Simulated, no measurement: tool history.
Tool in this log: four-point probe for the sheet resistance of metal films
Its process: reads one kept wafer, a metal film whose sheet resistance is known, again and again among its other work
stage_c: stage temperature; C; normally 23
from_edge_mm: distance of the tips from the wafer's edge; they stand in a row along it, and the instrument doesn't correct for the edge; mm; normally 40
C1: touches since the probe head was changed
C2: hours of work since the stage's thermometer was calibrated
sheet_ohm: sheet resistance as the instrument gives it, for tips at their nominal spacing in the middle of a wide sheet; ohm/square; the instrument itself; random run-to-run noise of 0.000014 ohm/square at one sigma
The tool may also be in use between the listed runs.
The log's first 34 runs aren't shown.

{"run": 35, "hour": 601.6, "stage_c": 23, "from_edge_mm": 22, "C1": 22980, "C2": 521, "sheet_ohm": 0.067049}
{"run": 36, "hour": 612.3, "stage_c": 23, "from_edge_mm": 6, "C1": 23399, "C2": 527, "sheet_ohm": 0.067281}
{"run": 37, "hour": 627.4, "stage_c": 34, "from_edge_mm": 70, "C1": 23985, "C2": 536, "sheet_ohm": 0.067174}
{"run": 38, "hour": 638.0, "stage_c": 23, "from_edge_mm": 40, "C1": 24395, "C2": 542, "sheet_ohm": 0.067025}
{"run": 39, "hour": 653.5, "stage_c": 22, "from_edge_mm": 39, "C1": 24999, "C2": 550, "sheet_ohm": 0.067008}
{"run": 40, "hour": 676.8, "stage_c": 34, "from_edge_mm": 40, "C1": 25903, "C2": 564, "sheet_ohm": 0.067195}
{"run": 41, "hour": 700.0, "stage_c": 34, "from_edge_mm": 40, "C1": 26807, "C2": 577, "sheet_ohm": 0.067174}
{"run": 42, "hour": 711.2, "stage_c": 21, "from_edge_mm": 13, "C1": 27242, "C2": 583, "sheet_ohm": 0.067006}

Predict each of these 3 candidate next runs independently; none follows another, all start after run 42:
{"run": "A", "hour": 727.1, "stage_c": 29, "from_edge_mm": 3, "C1": 27861, "C2": 592, "sheet_ohm": "?"}
{"run": "B", "hour": 727.1, "stage_c": 23, "from_edge_mm": 4, "C1": 27861, "C2": 592, "sheet_ohm": "?"}
{"run": "C", "hour": 727.1, "stage_c": 23, "from_edge_mm": 8, "C1": 27861, "C2": 592, "sheet_ohm": "?"}

run=A sheet_ohm=0.068094
run=B sheet_ohm=0.067547
run=C sheet_ohm=0.067139
Take away the tool's hidden state, keep each run's random variation, and the runs would have read:
run=A sheet_ohm=0.068605
run=B sheet_ohm=0.068055
run=C sheet_ohm=0.067644

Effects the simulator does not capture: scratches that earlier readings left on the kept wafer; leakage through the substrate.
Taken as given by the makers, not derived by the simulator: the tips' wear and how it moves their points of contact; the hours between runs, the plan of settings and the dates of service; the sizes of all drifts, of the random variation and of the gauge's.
